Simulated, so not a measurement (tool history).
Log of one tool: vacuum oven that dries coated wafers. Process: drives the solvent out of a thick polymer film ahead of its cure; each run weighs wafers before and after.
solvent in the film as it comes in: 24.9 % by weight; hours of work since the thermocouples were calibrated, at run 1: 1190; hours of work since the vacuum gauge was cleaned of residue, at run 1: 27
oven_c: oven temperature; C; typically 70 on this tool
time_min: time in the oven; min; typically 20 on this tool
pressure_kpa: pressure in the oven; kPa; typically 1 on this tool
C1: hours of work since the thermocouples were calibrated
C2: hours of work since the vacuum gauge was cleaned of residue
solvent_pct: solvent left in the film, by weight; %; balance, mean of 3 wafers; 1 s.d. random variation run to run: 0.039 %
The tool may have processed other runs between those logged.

{"run": 1, "hour": 0.0, "oven_c": 70, "time_min": 20, "pressure_kpa": 1, "C1": 1190, "C2": 27, "solvent_pct": 0.94}
{"run": 2, "hour": 8.9, "oven_c": 70, "time_min": 20, "pressure_kpa": 1, "C1": 1196, "C2": 33, "solvent_pct": 0.81}
{"run": 3, "hour": 20.8, "oven_c": 70, "time_min": 20, "pressure_kpa": 1, "C1": 1203, "C2": 40, "solvent_pct": 0.89}
{"run": 4, "hour": 28.2, "oven_c": 69, "time_min": 20, "pressure_kpa": 1, "C1": 1208, "C2": 45, "solvent_pct": 1.02}
{"run": 5, "hour": 36.9, "oven_c": 69, "time_min": 20, "pressure_kpa": 1, "C1": 1214, "C2": 50, "solvent_pct": 1.08}
{"run": 6, "hour": 43.0, "oven_c": 70, "time_min": 32, "pressure_kpa": 1, "C1": 1217, "C2": 54, "solvent_pct": 0.33}
{"run": 7, "hour": 50.8, "oven_c": 56, "time_min": 20, "pressure_kpa": 1, "C1": 1222, "C2": 59, "solvent_pct": 6.38}
{"run": 8, "hour": 58.0, "oven_c": 70, "time_min": 20, "pressure_kpa": 1, "C1": 1227, "C2": 64, "solvent_pct": 0.81}
{"run": 9, "hour": 67.7, "oven_c": 70, "time_min": 20, "pressure_kpa": 3.15, "C1": 1233, "C2": 70, "solvent_pct": 1.43}
{"run": 10, "hour": 76.8, "oven_c": 70, "time_min": 16, "pressure_kpa": 3.15, "C1": 1239, "C2": 76, "solvent_pct": 2.06}
{"run": 11, "hour": 88.1, "oven_c": 70, "time_min": 17, "pressure_kpa": 1, "C1": 1246, "C2": 83, "solvent_pct": 1.27}
{"run": 12, "hour": 94.9, "oven_c": 70, "time_min": 29, "pressure_kpa": 1, "C1": 1250, "C2": 87, "solvent_pct": 0.4}
{"run": 13, "hour": 105.5, "oven_c": 60, "time_min": 29, "pressure_kpa": 1, "C1": 1257, "C2": 94, "solvent_pct": 2.23}
{"run": 14, "hour": 115.2, "oven_c": 60, "time_min": 29, "pressure_kpa": 1, "C1": 1263, "C2": 100, "solvent_pct": 2.16}
{"run": 15, "hour": 126.4, "oven_c": 60, "time_min": 29, "pressure_kpa": 1, "C1": 1270, "C2": 107, "solvent_pct": 2.22}
{"run": 16, "hour": 138.7, "oven_c": 70, "time_min": 11, "pressure_kpa": 1, "C1": 1278, "C2": 115, "solvent_pct": 3.19}
{"run": 17, "hour": 145.1, "oven_c": 70, "time_min": 11, "pressure_kpa": 1, "C1": 1282, "C2": 119, "solvent_pct": 3.17}
{"run": 18, "hour": 156.1, "oven_c": 71, "time_min": 11, "pressure_kpa": 1, "C1": 1289, "C2": 126, "solvent_pct": 2.75}
{"run": 19, "hour": 167.5, "oven_c": 63, "time_min": 22, "pressure_kpa": 2.62, "C1": 1297, "C2": 133, "solvent_pct": 2.89}
{"run": 20, "hour": 173.7, "oven_c": 77, "time_min": 12, "pressure_kpa": 1, "C1": 1300, "C2": 137, "solvent_pct": 0.81}
{"run": 21, "hour": 183.0, "oven_c": 79, "time_min": 17, "pressure_kpa": 2.04, "C1": 1306, "C2": 143, "solvent_pct": 0.45}
{"hour": 185.6, "done": "oven's thermocouples calibrated"}
{"run": 22, "hour": 195.7, "oven_c": 62, "time_min": 21, "pressure_kpa": 1.21, "C1": 6, "C2": 150, "solvent_pct": 2.56}
{"run": 23, "hour": 204.3, "oven_c": 62, "time_min": 21, "pressure_kpa": 1.21, "C1": 12, "C2": 155, "solvent_pct": 2.58}

Forecast run 24:
{"run": 24, "hour": 216.0, "oven_c": 62, "time_min": 21, "pressure_kpa": 1.21, "C1": 19, "C2": 163, "solvent_pct": "?"}

solvent_pct: 2.48 %
Minus the tool's unlogged condition, the same run would have read solvent_pct 4.18 %.
